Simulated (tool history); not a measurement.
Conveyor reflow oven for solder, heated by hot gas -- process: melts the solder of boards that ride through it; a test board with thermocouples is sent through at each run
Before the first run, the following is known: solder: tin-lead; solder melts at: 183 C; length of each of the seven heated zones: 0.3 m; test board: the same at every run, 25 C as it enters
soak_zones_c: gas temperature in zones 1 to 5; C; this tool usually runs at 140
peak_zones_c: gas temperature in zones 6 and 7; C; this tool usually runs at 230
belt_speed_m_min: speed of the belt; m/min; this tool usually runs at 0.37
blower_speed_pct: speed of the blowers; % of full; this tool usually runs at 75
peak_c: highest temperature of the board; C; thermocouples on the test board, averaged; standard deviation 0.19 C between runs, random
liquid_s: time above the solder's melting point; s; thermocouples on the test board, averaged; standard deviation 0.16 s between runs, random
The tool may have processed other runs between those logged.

run,hour,soak_zones_c,peak_zones_c,belt_speed_m_min,blower_speed_pct,peak_c,liquid_s
1,0,140,230,0.37,75,216.5,74.5
2,4.1,140,230,0.37,75,217.2,74.4
3,10.4,140,230,0.37,75,216.8,74.3
4,19.6,140,230,0.37,75,217.1,74.4
5,23.5,141,230,0.37,75,217.2,74.8
6,29.3,141,230,0.37,75,216.7,75
7,33.4,141,230,0.37,75,216.6,74.7
8,41.6,140,230,0.37,75,216.6,74
9,45.5,140,230,0.328,75,219.6,87.7
10,53.1,140,242,0.37,75,227,82.5
11,61.4,140,242,0.37,61,222.6,78.4
12,70.1,140,242,0.37,61,223.1,78.4
13,78.3,140,242,0.37,61,222.5,78.6
14,87.5,140,242,0.37,75,226.6,82.6
15,92,140,232,0.37,75,218,75.4
16,101,140,232,0.37,75,218,75.2
17,105.9,140,232,0.37,75,218,75.6
18,115.3,140,227,0.318,87,219,91.7
19,120.4,154,231,0.311,54,217.9,98.6
20,124.3,154,231,0.311,54,217.9,98.4
21,131.7,145,230,0.37,63,213.2,72.1
22,139.2,145,230,0.37,63,213.5,72.1
23,147.1,145,226,0.301,66,215.3,94.7
24,155.5,140,239,0.37,62,219.8,76
25,160.2,140,239,0.37,62,219.7,75.9
26,167.4,148,245,0.433,65,221.3,69
27,172.3,148,223,0.433,55,200,44
28,181.2,143,230,0.37,75,216.4,74.9
29,190.3,147,230,0.395,75,214.9,70.2
30,198.8,135,230,0.37,75,214.3,69.8

Below are 4 alternative next runs, each starting from the tool's condition after run 30. Predict each:
A,203.8,136,230,0.425,64,?,?
B,203.8,140,230,0.37,61,?,?
C,203.8,140,232,0.415,75,?,?
D,203.8,129,230,0.359,70,?,?

run,peak_c,liquid_s
A,206.2,49.9
B,211.1,66.8
C,213.5,61.9
D,213,67.2
With the hidden condition removed and each run's random variation left untouched, the same runs would have given:
run,peak_c,liquid_s
A,208.6,53
B,213.2,69.3
C,216,64.4
D,215.3,70
